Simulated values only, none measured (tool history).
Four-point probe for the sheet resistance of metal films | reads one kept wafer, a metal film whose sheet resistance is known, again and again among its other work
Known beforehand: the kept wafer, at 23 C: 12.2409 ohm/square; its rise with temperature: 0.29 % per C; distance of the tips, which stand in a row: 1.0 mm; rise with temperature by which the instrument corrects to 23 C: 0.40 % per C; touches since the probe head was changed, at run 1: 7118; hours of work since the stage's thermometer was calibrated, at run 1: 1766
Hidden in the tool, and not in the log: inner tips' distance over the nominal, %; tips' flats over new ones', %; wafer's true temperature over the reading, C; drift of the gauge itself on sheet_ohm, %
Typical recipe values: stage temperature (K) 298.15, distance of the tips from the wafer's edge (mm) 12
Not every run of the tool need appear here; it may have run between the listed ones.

run	hour	stage temperature (K)	distance of the tips from the wafer's edge (mm)	touches since the probe head was changed	hours of work since the stage's thermometer was calibrated	sheet resistance as the instrument gives it (ohm/square)
1	0	298.15	12	7118	1766	12.247705
2	18.4	298.15	12	8076	1780	12.248009
3	33.2	297.15	12	8847	1791	12.260061
4	53.6	298.15	12	9912	1806	12.248477
5	68.5	298.15	21	10692	1818	12.215483
# hour 75.9: stage's thermometer calibrated
6	89	298.15	21	11733	10	12.228014
7	101.5	298.15	21	12386	19	12.222358
8	112.7	297.15	12	12971	28	12.267826
9	127.1	298.15	30	13724	39	12.21718
10	141.1	298.15	30	14452	49	12.213188
11	161.5	298.15	30	15518	65	12.213319
12	180.6	298.15	30	16513	79	12.207944
13	193.2	298.15	5	17168	89	12.464182
14	214.5	298.15	5	18278	105	12.467642
15	235.6	297.15	12	19381	121	12.262854
16	249.5	298.15	12	20105	132	12.251479
17	264.8	298.15	12	20904	143	12.247185
18	278.4	298.15	12	21614	154	12.249539
19	290.1	298.15	12	22226	162	12.245634
20	309.4	298.15	12	23229	177	12.246937
21	320.4	298.15	22	23804	185	12.216769
22	332	298.15	12	24412	194	12.245119
23	350.4	298.15	3	25368	208	12.887642
24	369	294.15	35	26342	222	12.258794
25	379.2	300.15	12	26872	230	12.220675
26	400.2	298.15	24	27966	246	12.205156
27	421.8	298.15	24	29096	262	12.212043
28	436.3	291.15	3	29851	273	12.984332
29	450.3	291.15	3	30583	284	12.98058
30	464.2	294.15	6	31304	294	12.433762
31	481	294.15	8	32184	307	12.3565
32	492.4	299.15	5	32779	316	12.44209
33	507.3	296.15	69	33556	327	12.225484
34	522	292.15	12	34320	338	12.321687
35	544.2	293.15	5	35481	355	12.518133
36	556.1	304.15	9	36098	364	12.195632
37	571.4	306.15	9	36900	376	12.17375
38	585.4	298.15	18	37630	386	12.219319
39	601	298.15	62	38443	398	12.19702
40	610.8	293.15	10	38954	406	12.322484
41	625.4	307.15	10	39712	417	12.144189
42	636.5	306.15	62	40293	425	12.094898
43	654.6	306.15	62	41237	439	12.093897
44	669.2	308.15	55	42000	450	12.068854
45	679.3	302.15	39	42527	457	12.145678
46	701.7	302.15	39	43697	474	12.14619

Take each entry between the runs: how does the hidden state at the last listed run before it differ from the hidden state at the first listed run after it?
From run 5 to run 6: stage's thermometer calibrated (hour 75.9)
  inner tips' distance over the nominal, %: -0.044 -> -0.048; wafer's true temperature over the reading, C: -0.27 -> 0.02
  measured value less the no-hidden-state value, sheet resistance as the instrument gives it (ohm/square): -0.01519 -> -0.005655
